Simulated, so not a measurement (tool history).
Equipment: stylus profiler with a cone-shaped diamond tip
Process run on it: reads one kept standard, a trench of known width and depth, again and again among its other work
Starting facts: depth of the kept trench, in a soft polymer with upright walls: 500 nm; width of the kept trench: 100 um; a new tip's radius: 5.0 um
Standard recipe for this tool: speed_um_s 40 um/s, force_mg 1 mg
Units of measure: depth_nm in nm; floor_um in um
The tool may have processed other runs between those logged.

run 1 day=0 | speed_um_s=40 force_mg=1 | depth_nm=501.19 floor_um=94.05
run 2 day=0.733 | speed_um_s=40 force_mg=1 | depth_nm=501.4 floor_um=93.97
run 3 day=1.238 | speed_um_s=15 force_mg=1 | depth_nm=501.23 floor_um=94.12
run 4 day=1.775 | speed_um_s=15 force_mg=1 | depth_nm=501.19 floor_um=94.17
run 5 day=2.296 | speed_um_s=40 force_mg=1 | depth_nm=501.18 floor_um=94.02
run 6 day=3.204 | speed_um_s=40 force_mg=1 | depth_nm=501.43 floor_um=93.99
run 7 day=3.704 | speed_um_s=40 force_mg=1 | depth_nm=501.29 floor_um=93.96
run 8 day=4.6 | speed_um_s=40 force_mg=1 | depth_nm=501.37 floor_um=93.94
run 9 day=5.7 | speed_um_s=40 force_mg=1 | depth_nm=501.19 floor_um=93.89
run 10 day=6.262 | speed_um_s=40 force_mg=1 | depth_nm=501.23 floor_um=93.86
run 11 day=7.142 | speed_um_s=40 force_mg=1 | depth_nm=501.05 floor_um=93.82
run 12 day=7.804 | speed_um_s=59 force_mg=1 | depth_nm=501.42 floor_um=93.78
run 13 day=8.721 | speed_um_s=59 force_mg=0.84 | depth_nm=501.06 floor_um=93.64
run 14 day=9.379 | speed_um_s=68 force_mg=0.84 | depth_nm=500.87 floor_um=93.61
run 15 day=10.479 | speed_um_s=68 force_mg=0.84 | depth_nm=500.97 floor_um=93.58
run 16 day=11.679 | speed_um_s=68 force_mg=0.84 | depth_nm=500.92 floor_um=93.57
run 17 day=12.296 | speed_um_s=40 force_mg=1 | depth_nm=501.11 floor_um=93.68
run 18 day=13.267 | speed_um_s=17 force_mg=1 | depth_nm=501.18 floor_um=93.77
run 19 day=13.767 | speed_um_s=17 force_mg=1 | depth_nm=500.84 floor_um=93.71
run 20 day=14.758 | speed_um_s=40 force_mg=1.19 | depth_nm=501.21 floor_um=93.66
run 21 day=15.954 | speed_um_s=40 force_mg=1.19 | depth_nm=501.24 floor_um=93.6
run 22 day=16.771 | speed_um_s=41 force_mg=1.19 | depth_nm=501.58 floor_um=93.57
run 23 day=17.796 | speed_um_s=41 force_mg=1.19 | depth_nm=501.17 floor_um=93.51
run 24 day=18.346 | speed_um_s=41 force_mg=1.19 | depth_nm=501.46 floor_um=93.52
run 25 day=19.204 | speed_um_s=96 force_mg=1.55 | depth_nm=501.62 floor_um=93.26
run 26 day=19.762 | speed_um_s=88 force_mg=2.15 | depth_nm=502.79 floor_um=93.33
run 27 day=20.704 | speed_um_s=88 force_mg=2.15 | depth_nm=502.11 floor_um=93.32
run 28 day=21.479 | speed_um_s=28 force_mg=1 | depth_nm=500.58 floor_um=93.56
run 29 day=22.067 | speed_um_s=26 force_mg=0.51 | depth_nm=500.01 floor_um=93.45
run 30 day=22.721 | speed_um_s=30 force_mg=1.28 | depth_nm=501.48 floor_um=93.47
run 31 day=23.917 | speed_um_s=30 force_mg=1.28 | depth_nm=501.53 floor_um=93.41
run 32 day=24.754 | speed_um_s=30 force_mg=1.28 | depth_nm=501.44 floor_um=93.43
run 33 day=25.358 | speed_um_s=10 force_mg=1.47 | depth_nm=501.31 floor_um=93.51
run 34 day=26.225 | speed_um_s=111 force_mg=1 | depth_nm=500.72 floor_um=92.98
run 35 day=27.392 | speed_um_s=39 force_mg=1.77 | depth_nm=501.62 floor_um=93.32
run 36 day=28.042 | speed_um_s=71 force_mg=2.27 | depth_nm=502.6 floor_um=93.32
run 37 day=28.808 | speed_um_s=71 force_mg=2.27 | depth_nm=502.29 floor_um=93.23
run 38 day=29.988 | speed_um_s=61 force_mg=0.8 | depth_nm=500.41 floor_um=93.08
run 39 day=30.521 | speed_um_s=27 force_mg=0.74 | depth_nm=500.18 floor_um=93.28
run 40 day=31.367 | speed_um_s=27 force_mg=0.74 | depth_nm=500.4 floor_um=93.22
run 41 day=32.108 | speed_um_s=27 force_mg=0.74 | depth_nm=500.07 floor_um=93.23
run 42 day=32.625 | speed_um_s=31 force_mg=2.3 | depth_nm=502.38 floor_um=93.21
run 43 day=33.429 | speed_um_s=18 force_mg=2.01 | depth_nm=501.86 floor_um=93.3
run 44 day=34.562 | speed_um_s=142 force_mg=0.34 | depth_nm=499.47 floor_um=92.1
run 45 day=35.429 | speed_um_s=26 force_mg=0.34 | depth_nm=499.66 floor_um=93.01
run 46 day=36.458 | speed_um_s=38 force_mg=1.1 | depth_nm=500.88 floor_um=93.04

5 options for the next run, each taken on its own from the tool as it stands now. Forecast them:
run A day=37.388 | speed_um_s=22 force_mg=0.63 | depth_nm=? floor_um=?
run B day=37.388 | speed_um_s=38 force_mg=1.9 | depth_nm=? floor_um=?
run C day=37.388 | speed_um_s=25 force_mg=1 | depth_nm=? floor_um=?
run D day=37.388 | speed_um_s=38 force_mg=0.77 | depth_nm=? floor_um=?
run E day=37.388 | speed_um_s=63 force_mg=1.86 | depth_nm=? floor_um=?

run=A depth_nm=500.09 floor_um=93.01
run=B depth_nm=501.91 floor_um=93.06
run=C depth_nm=500.71 floor_um=93.05
run=D depth_nm=499.97 floor_um=92.98
run=E depth_nm=501.7 floor_um=93
Without the tool's hidden state the same runs would have given:
run=A depth_nm=501.61 floor_um=95.44
run=B depth_nm=503.43 floor_um=95.48
run=C depth_nm=502.24 floor_um=95.48
run=D depth_nm=501.49 floor_um=95.4
run=E depth_nm=503.22 floor_um=95.42
